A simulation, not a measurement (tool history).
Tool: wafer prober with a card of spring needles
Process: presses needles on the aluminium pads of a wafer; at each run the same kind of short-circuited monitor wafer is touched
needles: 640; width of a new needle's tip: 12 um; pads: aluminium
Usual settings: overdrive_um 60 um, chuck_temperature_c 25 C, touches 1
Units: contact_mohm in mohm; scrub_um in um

run     day  overdrive_um  chuck_temperature_c  touches  contact_mohm  scrub_um
  1   0.000            60                   25        1           195     10.94
      0.112  -- tips cleaned on abrasive film
      0.642  -- tips cleaned on abrasive film
      1.175  -- tips cleaned on abrasive film
      1.654  -- tips cleaned on abrasive film
  2   1.846            60                   25        1           192     10.91
      2.179  -- tips cleaned on abrasive film
      2.725  -- tips cleaned on abrasive film
  3   2.950            60                   25        1           190     10.87
      3.175  -- height of the first contact set anew
      3.288  -- tips cleaned on abrasive film
      3.767  -- tips cleaned on abrasive film
  4   4.112            60                   59        1           201     11.34
      4.225  -- tips cleaned on abrasive film
      4.667  -- tips cleaned on abrasive film
      5.183  -- tips cleaned on abrasive film
  5   5.492            60                   59        1           201     11.25
      5.712  -- tips cleaned on abrasive film
      6.250  -- tips cleaned on abrasive film
  6   6.504            54                   25        1           196     10.17
      6.725  -- tips cleaned on abrasive film
      7.229  -- tips cleaned on abrasive film
      7.750  -- tips cleaned on abrasive film
  7   8.067            60                   25        2           188     11.05
      8.292  -- tips cleaned on abrasive film
      8.733  -- tips cleaned on abrasive film
      9.279  -- tips cleaned on abrasive film
      9.721  -- tips cleaned on abrasive film
  8   9.875            60                   25        2           184     11.07
     10.200  -- tips cleaned on abrasive film
     10.725  -- tips cleaned on abrasive film
     11.171  -- tips cleaned on abrasive film
  9  11.171            61                   25        1           181     11.20
     11.662  -- tips cleaned on abrasive film
     12.192  -- tips cleaned on abrasive film
 10  12.458            60                  107        1           211     10.91
     12.679  -- tips cleaned on abrasive film
     13.208  -- tips cleaned on abrasive film
     13.742  -- tips cleaned on abrasive film
 11  14.079            60                  107        1           213     11.02
     14.196  -- tips cleaned on abrasive film
     14.733  -- tips cleaned on abrasive film
     15.238  -- tips cleaned on abrasive film
 12  15.238            60                   25        1           182     10.91
     15.754  -- tips cleaned on abrasive film
     16.275  -- tips cleaned on abrasive film
 13  16.696            41                   25        1           225      7.36
     16.812  -- tips cleaned on abrasive film
     17.254  -- tips cleaned on abrasive film
     17.775  -- tips cleaned on abrasive film
     18.312  -- tips cleaned on abrasive film
 14  18.538            45                   25        1           207      8.05
     18.762  -- tips cleaned on abrasive film
     19.304  -- tips cleaned on abrasive film
 15  19.583            56                   38        3           188      9.98
     19.808  -- tips cleaned on abrasive film
     20.125  -- height of the first contact set anew
     20.333  -- tips cleaned on abrasive film
 16  20.633            77                   48        3           184     14.51
     20.846  -- tips cleaned on abrasive film
     21.367  -- tips cleaned on abrasive film
 17  21.642            77                   48        3           188     14.51
     21.842  -- tips cleaned on abrasive film
     22.379  -- tips cleaned on abrasive film
 18  22.692            58                  107        1           212     10.84
     22.904  -- tips cleaned on abrasive film
     23.425  -- tips cleaned on abrasive film
     23.896  -- tips cleaned on abrasive film
 19  23.896            58                  107        1           196     10.75
     24.417  -- tips cleaned on abrasive film
     24.912  -- tips cleaned on abrasive film
     25.462  -- tips cleaned on abrasive film
 20  25.788            72                   49        2           191     13.64
     26.012  -- tips cleaned on abrasive film
     26.546  -- tips cleaned on abrasive film
     27.092  -- tips cleaned on abrasive film
 21  27.308            52                   26        3           192      9.44
     27.621  -- tips cleaned on abrasive film
     28.129  -- tips cleaned on abrasive film
     28.662  -- tips cleaned on abrasive film
     29.125  -- tips cleaned on abrasive film
 22  29.125            45                   49        2           193      8.22
     29.646  -- tips cleaned on abrasive film
     30.183  -- tips cleaned on abrasive film
 23  30.467            45                   49        2           209      8.25
     30.692  -- tips cleaned on abrasive film
     31.212  -- tips cleaned on abrasive film
 24  31.629            45                   49        2           209      8.04
     31.742  -- tips cleaned on abrasive film
     32.292  -- tips cleaned on abrasive film
     32.788  -- tips cleaned on abrasive film
     33.304  -- tips cleaned on abrasive film
 25  33.479            76                   46        2           183     13.87
     33.779  -- tips cleaned on abrasive film
     34.321  -- tips cleaned on abrasive film
     34.846  -- tips cleaned on abrasive film
     35.396  -- tips cleaned on abrasive film
 26  35.396            71                   31        1           181     13.04
     35.912  -- tips cleaned on abrasive film
     36.408  -- tips cleaned on abrasive film
     36.933  -- tips cleaned on abrasive film
 27  36.979            60                   25        2           182     10.79

5 ways to go on from here, each from the tool as it stands after run 27. What would each give?
     37.083  -- height of the first contact set anew
     37.467  -- tips cleaned on abrasive film
     37.967  -- tips cleaned on abrasive film
  A  38.033            49                   91        2             ?         ?
     37.083  -- height of the first contact set anew
     37.467  -- tips cleaned on abrasive film
     37.967  -- tips cleaned on abrasive film
  B  38.033            60                   25        2             ?         ?
     37.083  -- height of the first contact set anew
     37.467  -- tips cleaned on abrasive film
     37.967  -- tips cleaned on abrasive film
  C  38.033            48                   58        2             ?         ?
     37.083  -- height of the first contact set anew
     37.467  -- tips cleaned on abrasive film
     37.967  -- tips cleaned on abrasive film
  D  38.033            44                   98        2             ?         ?
     37.083  -- height of the first contact set anew
     37.467  -- tips cleaned on abrasive film
     37.967  -- tips cleaned on abrasive film
  E  38.033            71                  118        1             ?         ?

run  contact_mohm  scrub_um
  A           203      9.23
  B           182     11.32
  C           201      9.03
  D           205      8.36
  E           201     13.36
Without the tool's hidden state the same runs would have given:
run  contact_mohm  scrub_um
  A           191      9.26
  B           174     11.35
  C           189      9.06
  D           191      8.39
  E           193     13.39
